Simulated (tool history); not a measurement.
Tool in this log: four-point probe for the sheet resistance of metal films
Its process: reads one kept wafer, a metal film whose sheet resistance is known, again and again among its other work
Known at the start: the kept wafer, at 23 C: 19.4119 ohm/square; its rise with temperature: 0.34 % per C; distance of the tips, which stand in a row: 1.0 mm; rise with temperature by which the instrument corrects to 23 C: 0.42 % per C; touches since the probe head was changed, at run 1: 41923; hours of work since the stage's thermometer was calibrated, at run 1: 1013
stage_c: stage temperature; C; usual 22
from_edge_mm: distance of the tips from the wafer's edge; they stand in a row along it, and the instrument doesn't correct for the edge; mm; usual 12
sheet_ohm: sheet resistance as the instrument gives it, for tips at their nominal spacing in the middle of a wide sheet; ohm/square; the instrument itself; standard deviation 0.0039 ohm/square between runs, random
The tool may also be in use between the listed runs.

run,day,stage_c,from_edge_mm,touches since the probe head was changed,hours of work since the stage's thermometer was calibrated,sheet_ohm
1,0.000,22,12,41923,1013,19.313123
2,5.100,22,12,45970,1063,19.317333
3,8.175,22,7,48409,1093,19.452206
4,13.129,26,12,52338,1141,19.247137
5,15.533,26,9,54243,1164,19.302300
# day 15.958: stage's thermometer calibrated
6,20.058,29,13,57817,40,19.189476
7,25.633,29,13,62241,94,19.177265
8,30.867,24,38,66391,145,19.186403
9,35.192,31,19,69823,187,19.114477
# day 38.112: stage's thermometer calibrated, once more
10,38.138,21,6,72141,0,19.524343

Alternative continuations, all from the tool just after run 10; predict every row:
A,41.275,34,43,74629,31,?
B,41.275,21,10,74629,31,?
C,41.275,18,22,74629,31,?

run,sheet_ohm
A,19.062503
B,19.339322
C,19.302333
What these runs would have given with no unlogged condition in the tool:
run,sheet_ohm
A,19.264615
B,19.544242
C,19.506917
